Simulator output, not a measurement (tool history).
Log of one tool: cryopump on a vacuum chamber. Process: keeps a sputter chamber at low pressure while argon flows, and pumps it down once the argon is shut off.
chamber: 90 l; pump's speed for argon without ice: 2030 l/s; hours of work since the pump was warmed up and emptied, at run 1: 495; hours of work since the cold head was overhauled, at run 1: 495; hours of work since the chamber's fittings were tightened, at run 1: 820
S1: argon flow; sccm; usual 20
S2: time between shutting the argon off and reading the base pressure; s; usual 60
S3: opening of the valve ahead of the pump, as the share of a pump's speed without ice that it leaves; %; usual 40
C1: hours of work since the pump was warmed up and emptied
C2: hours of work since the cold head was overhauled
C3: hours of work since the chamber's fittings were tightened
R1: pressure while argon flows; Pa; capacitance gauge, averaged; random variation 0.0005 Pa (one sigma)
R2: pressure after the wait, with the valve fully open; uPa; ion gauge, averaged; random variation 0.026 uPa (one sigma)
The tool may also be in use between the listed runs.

run 1 hour=0.0 | S1=20 S2=60 S3=40 | C1=495 C2=495 C3=820 | R1=0.0481 R2=1.52
run 2 hour=19.5 | S1=20 S2=60 S3=15 | C1=507 C2=507 C3=832 | R1=0.1171 R2=1.55
run 3 hour=52.7 | S1=20 S2=60 S3=26 | C1=526 C2=526 C3=852 | R1=0.0701 R2=1.55
run 4 hour=80.8 | S1=20 S2=60 S3=26 | C1=543 C2=543 C3=869 | R1=0.0704 R2=1.55
-- hour=94.1 pump warmed up, emptied and cooled again
run 5 hour=108.1 | S1=20 S2=60 S3=34 | C1=8 C2=556 C3=882 | R1=0.0498 R2=1.45
run 6 hour=127.1 | S1=20 S2=60 S3=34 | C1=20 C2=568 C3=893 | R1=0.0493 R2=1.42
run 7 hour=149.7 | S1=20 S2=60 S3=34 | C1=33 C2=581 C3=907 | R1=0.0489 R2=1.45
run 8 hour=165.7 | S1=20 S2=60 S3=40 | C1=43 C2=591 C3=916 | R1=0.0430 R2=1.42
run 9 hour=185.7 | S1=8 S2=60 S3=40 | C1=55 C2=603 C3=928 | R1=0.0170 R2=1.42
run 10 hour=202.2 | S1=8 S2=60 S3=40 | C1=64 C2=612 C3=938 | R1=0.0166 R2=1.46
run 11 hour=219.4 | S1=8 S2=60 S3=40 | C1=75 C2=623 C3=948 | R1=0.0169 R2=1.47
run 12 hour=237.8 | S1=8 S2=60 S3=40 | C1=86 C2=634 C3=959 | R1=0.0161 R2=1.44
run 13 hour=263.6 | S1=11 S2=173 S3=48 | C1=101 C2=649 C3=974 | R1=0.0197 R2=0.68
run 14 hour=291.0 | S1=20 S2=44 S3=50 | C1=117 C2=665 C3=991 | R1=0.0339 R2=1.96

Forecast run 15:
run 15 hour=316.6 | S1=12 S2=60 S3=19 | C1=132 C2=680 C3=1006 | R1=? R2=?

Run 15 gave R1 0.0537 Pa, R2 1.49 uPa.
Without the tool's hidden state the same run would have given R1 0.0529 Pa, R2 1.38 uPa.
